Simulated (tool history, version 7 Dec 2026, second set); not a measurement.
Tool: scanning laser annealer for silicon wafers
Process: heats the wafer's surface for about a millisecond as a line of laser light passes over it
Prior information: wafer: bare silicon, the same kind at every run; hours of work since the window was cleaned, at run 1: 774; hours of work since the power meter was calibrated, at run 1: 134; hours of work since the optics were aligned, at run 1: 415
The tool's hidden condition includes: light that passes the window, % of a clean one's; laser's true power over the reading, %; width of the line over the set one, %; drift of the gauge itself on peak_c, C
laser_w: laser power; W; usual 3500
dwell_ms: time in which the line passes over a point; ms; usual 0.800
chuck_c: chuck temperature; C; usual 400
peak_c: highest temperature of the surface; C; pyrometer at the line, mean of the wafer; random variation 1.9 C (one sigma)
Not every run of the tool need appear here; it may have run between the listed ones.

| run | hour | laser_w | dwell_ms | chuck_c | hours of work since the window was cleaned | hours of work since the power meter was calibrated | hours of work since the optics were aligned | peak_c |
|---|---|---|---|---|---|---|---|---|
| 1 | 0.0 | 3500 | 0.800 | 400 | 774 | 134 | 415 | 1127 |
| 2 | 30.8 | 3500 | 0.800 | 400 | 789 | 150 | 430 | 1125 |
| 3 | 61.0 | 3500 | 0.800 | 400 | 805 | 165 | 446 | 1122 |
| 4 | 82.6 | 3500 | 0.800 | 400 | 816 | 176 | 457 | 1123 |
| 5 | 109.2 | 3500 | 0.583 | 400 | 829 | 190 | 470 | 1009 |
| 6 | 133.6 | 3500 | 0.583 | 400 | 841 | 202 | 483 | 1009 |
| 7 | 159.7 | 3500 | 0.583 | 400 | 855 | 216 | 496 | 1007 |
| 8 | 192.5 | 3500 | 0.583 | 400 | 871 | 232 | 512 | 1009 |
| 9 | 209.9 | 3158 | 0.583 | 400 | 880 | 241 | 521 | 949 |
|  | 218.1 | window over the wafer cleaned |
| 10 | 245.0 | 3158 | 0.583 | 400 | 14 | 258 | 538 | 930 |
| 11 | 261.2 | 3500 | 0.668 | 400 | 22 | 266 | 546 | 1031 |
| 12 | 293.0 | 3500 | 0.800 | 387 | 38 | 282 | 563 | 1086 |
| 13 | 308.3 | 3490 | 0.800 | 400 | 46 | 290 | 570 | 1091 |
|  | 323.9 | window over the wafer cleaned, once more |
| 14 | 341.5 | 3577 | 0.800 | 400 | 9 | 306 | 586 | 1170 |
| 15 | 356.1 | 3577 | 0.800 | 400 | 16 | 313 | 594 | 1166 |
| 16 | 384.0 | 3500 | 0.800 | 400 | 31 | 328 | 608 | 1153 |
| 17 | 398.9 | 3500 | 0.639 | 400 | 38 | 335 | 615 | 1068 |
| 18 | 430.9 | 3500 | 0.800 | 400 | 54 | 351 | 632 | 1151 |
| 19 | 448.3 | 3830 | 0.800 | 400 | 63 | 360 | 640 | 1221 |
| 20 | 479.5 | 3500 | 0.800 | 400 | 79 | 376 | 656 | 1150 |
| 21 | 507.1 | 3500 | 0.800 | 400 | 93 | 390 | 670 | 1149 |
| 22 | 536.3 | 3500 | 0.800 | 400 | 108 | 405 | 685 | 1149 |
| 23 | 554.1 | 3500 | 0.800 | 400 | 117 | 414 | 694 | 1146 |
| 24 | 587.4 | 3825 | 0.668 | 379 | 134 | 431 | 711 | 1121 |
| 25 | 611.1 | 3500 | 0.600 | 362 | 146 | 443 | 723 | 1001 |
| 26 | 641.2 | 3500 | 0.600 | 362 | 161 | 458 | 738 | 1000 |
| 27 | 654.8 | 3212 | 0.935 | 383 | 168 | 465 | 745 | 1130 |

Run 28 has not been measured yet. What should we expect?
| 28 | 686.0 | 3212 | 0.935 | 383 | 184 | 481 | 761 | ? |

{"run 28": {"peak_c": 1134}}
The same run, on a tool lacking any hidden state, would have yielded peak_c 1145 C.
